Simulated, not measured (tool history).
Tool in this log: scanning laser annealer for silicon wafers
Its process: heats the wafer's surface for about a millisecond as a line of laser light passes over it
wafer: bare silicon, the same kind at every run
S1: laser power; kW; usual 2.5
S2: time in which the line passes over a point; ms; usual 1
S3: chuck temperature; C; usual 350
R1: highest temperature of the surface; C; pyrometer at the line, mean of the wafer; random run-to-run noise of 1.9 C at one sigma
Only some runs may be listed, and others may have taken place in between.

run   hour     S1    S2   S3    R1
  1      0    2.5     1  350  1048
  2    8.9    2.5     1  350  1053
  3   16.7    2.5     1  311  1012
  4   25.4    2.5     1  369  1069
  5   35.3    2.5     1  369  1067
  6   40.3    2.5     1  369  1066
  7   49.1    2.5     1  372  1073
  8   54.4    2.5     1  350  1047
  9   65.9    2.5     1  350  1047
 10   77.8    2.5     1  321  1017
 11     89    2.5     1  321  1018
 12  101.2    2.5     1  321  1014
 13  107.3    2.5     1  382  1075
 14  119.1    2.5     1  382  1079
 15  124.7    2.5     1  382  1076
 16  136.3    2.5     1  350  1043
 17    145    2.5     1  350  1046
 18  154.9    2.5  1.11  378  1108
 19  160.3    2.5  1.11  378  1111
 20  168.4    2.5  1.11  378  1110
 21  175.5  2.637  1.25  310  1133
 22  184.3  2.637  0.96  328  1053
 23  194.6  2.637  0.89  378  1073
 24  206.4  2.389  0.86  341   948
 25  212.5   2.73  0.86  376  1086
 26  222.3   2.68  0.75  375  1024
 27  232.3  2.584     1  378  1094
 28  237.4   2.58     1  338  1057
 29  249.3    2.5  0.97  350  1031
 30  256.7  2.392  1.09  350  1032
 31  264.9  2.392  1.09  367  1048

5 ways to go on from here, each from the tool as it stands after run 31. What would each give?
  A  276.9  2.392  0.95  367   ?
  B  276.9  2.486     1  350   ?
  C  276.9    2.5     1  321   ?
  D  276.9    2.5   1.1  350   ?
  E  276.9    2.5  0.71  350   ?

run    R1
  A  1005
  B  1032
  C  1009
  D  1069
  E   928
The same runs, with their run-to-run variation unchanged, on a tool lacking any hidden condition would have given:
run    R1
  A  1052
  B  1083
  C  1061
  D  1123
  E   972
